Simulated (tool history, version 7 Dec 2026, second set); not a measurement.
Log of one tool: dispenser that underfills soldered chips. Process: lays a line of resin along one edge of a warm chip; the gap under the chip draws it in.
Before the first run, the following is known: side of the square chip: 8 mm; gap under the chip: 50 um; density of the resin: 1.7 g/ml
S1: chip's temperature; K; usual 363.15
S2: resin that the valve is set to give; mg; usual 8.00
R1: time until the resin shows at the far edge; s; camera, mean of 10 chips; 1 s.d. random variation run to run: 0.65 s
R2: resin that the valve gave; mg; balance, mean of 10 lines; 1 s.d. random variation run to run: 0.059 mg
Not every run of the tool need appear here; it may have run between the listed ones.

run   hour      S1    S2    R1    R2
  1    0.0  363.15  8.00  70.1  7.73
       6.3  -- new syringe of resin
  2    9.3  363.15  8.00  61.1  7.73
  3   17.8  363.15  8.00  80.1  7.70
      19.7  -- new syringe of resin
      33.1  -- new syringe of resin
  4   33.1  363.15  8.00  56.3  7.68
      47.8  -- new syringe of resin
  5   49.6  363.15  8.00  60.4  7.55
  6   58.4  363.15  8.99  73.7  8.30
      61.3  -- new syringe of resin
  7   68.4  363.15  8.99  68.6  8.43
      75.5  -- new syringe of resin
  8   78.3  363.15  8.99  61.0  8.28
      88.7  -- new syringe of resin
  9   94.9  363.15  8.00  67.5  7.34
     100.4  -- dispensing valve cleaned and set on the balance
     103.1  -- new syringe of resin
 10  111.4  359.15  8.00  85.8  7.84
     117.3  -- new syringe of resin
 11  123.8  364.15  7.66  64.6  7.60
     131.8  -- new syringe of resin
 12  140.4  366.15  7.20  65.0  7.12
     145.1  -- new syringe of resin
 13  151.1  366.15  7.20  61.1  6.95
     158.3  -- new syringe of resin
 14  166.3  367.15  9.08  58.0  8.67
     172.4  -- new syringe of resin
 15  184.2  359.15  7.65  94.8  7.23
     186.0  -- new syringe of resin
 16  198.1  371.15  7.93  58.5  7.57
     200.1  -- new syringe of resin
     214.2  -- new syringe of resin
 17  214.4  363.15  8.87  53.4  8.19
     227.5  -- new syringe of resin
 18  230.1  365.15  7.26  58.2  6.71
     240.7  -- new syringe of resin
     245.5  -- dispensing valve cleaned and set on the balance
 19  246.9  357.15  8.54  82.1  8.47
     255.8  -- new syringe of resin
 20  259.7  374.15  8.10  37.7  8.08

Alternative continuations, all from the tool just after run 20; predict every row:
     269.4  -- new syringe of resin
  A  270.2  349.15  8.00   ?   ?
     269.4  -- new syringe of resin
  B  270.2  374.15  8.36   ?   ?
     269.4  -- new syringe of resin
  C  270.2  363.15  7.93   ?   ?

run     R1    R2
  A  102.2  7.86
  B   35.9  8.23
  C   55.9  7.78
Take away the tool's hidden state, keep each run's random variation, and the runs would have read:
run     R1    R2
  A  104.2  7.98
  B   36.4  8.35
  C   56.8  7.90
